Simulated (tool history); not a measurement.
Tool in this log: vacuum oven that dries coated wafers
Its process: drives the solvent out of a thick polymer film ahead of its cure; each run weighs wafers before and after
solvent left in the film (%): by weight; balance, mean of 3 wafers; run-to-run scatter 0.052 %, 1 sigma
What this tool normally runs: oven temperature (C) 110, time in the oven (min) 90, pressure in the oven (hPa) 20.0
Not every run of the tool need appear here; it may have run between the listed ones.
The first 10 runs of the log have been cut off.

| run | hour | oven temperature (C) | time in the oven (min) | pressure in the oven (hPa) | hours of work since the thermocouples were calibrated | hours of work since the vacuum gauge was cleaned of residue | solvent left in the film (%) |
|---|---|---|---|---|---|---|---|
| 11 | 152.1 | 110 | 90 | 12.1 | 76 | 576 | 3.29 |
| 12 | 161.7 | 110 | 90 | 12.1 | 82 | 582 | 3.28 |
| 13 | 177.9 | 110 | 90 | 12.1 | 92 | 592 | 3.40 |
| 14 | 195.3 | 110 | 90 | 12.1 | 103 | 603 | 3.38 |
| 15 | 214.6 | 110 | 90 | 12.1 | 115 | 615 | 3.28 |
| 16 | 231.2 | 110 | 90 | 12.1 | 125 | 625 | 3.35 |
| 17 | 252.6 | 110 | 118 | 72.5 | 139 | 638 | 6.51 |
| 18 | 265.2 | 109 | 161 | 72.6 | 146 | 646 | 6.18 |
| 19 | 279.1 | 109 | 161 | 72.6 | 155 | 655 | 6.08 |
| 20 | 298.6 | 109 | 161 | 72.6 | 167 | 667 | 6.16 |
| 21 | 308.9 | 102 | 161 | 72.6 | 173 | 673 | 8.09 |
| 22 | 323.3 | 105 | 153 | 20.0 | 182 | 682 | 2.92 |
| 23 | 342.2 | 110 | 59 | 20.0 | 194 | 694 | 6.09 |
| 24 | 362.4 | 110 | 59 | 20.0 | 206 | 706 | 6.05 |
| 25 | 378.8 | 102 | 112 | 12.8 | 217 | 716 | 4.10 |
| 26 | 400.3 | 110 | 90 | 60.8 | 230 | 730 | 6.65 |
| 27 | 422.3 | 99 | 69 | 15.1 | 243 | 743 | 7.69 |
| 28 | 438.3 | 107 | 69 | 15.1 | 253 | 753 | 5.65 |
| 29 | 459.9 | 100 | 90 | 31.1 | 267 | 766 | 7.20 |
| 30 | 469.1 | 110 | 131 | 11.7 | 272 | 772 | 2.01 |
| 31 | 486.4 | 108 | 88 | 19.4 | 283 | 783 | 4.41 |

4 options for the next run, each taken on its own from the tool as it stands now. Forecast them:
| A | 507.1 | 114 | 117 | 60.6 | 296 | 796 | ? |
| B | 507.1 | 110 | 121 | 20.0 | 296 | 796 | ? |
| C | 507.1 | 99 | 66 | 26.2 | 296 | 796 | ? |
| D | 507.1 | 111 | 88 | 19.4 | 296 | 796 | ? |

| run | solvent left in the film (%) |
|---|---|
| A | 4.91 |
| B | 2.83 |
| C | 8.78 |
| D | 3.82 |
Take away the tool's hidden state, keep each run's random variation, and the runs would have read:
| run | solvent left in the film (%) |
|---|---|
| A | 4.68 |
| B | 2.64 |
| C | 8.49 |
| D | 3.60 |

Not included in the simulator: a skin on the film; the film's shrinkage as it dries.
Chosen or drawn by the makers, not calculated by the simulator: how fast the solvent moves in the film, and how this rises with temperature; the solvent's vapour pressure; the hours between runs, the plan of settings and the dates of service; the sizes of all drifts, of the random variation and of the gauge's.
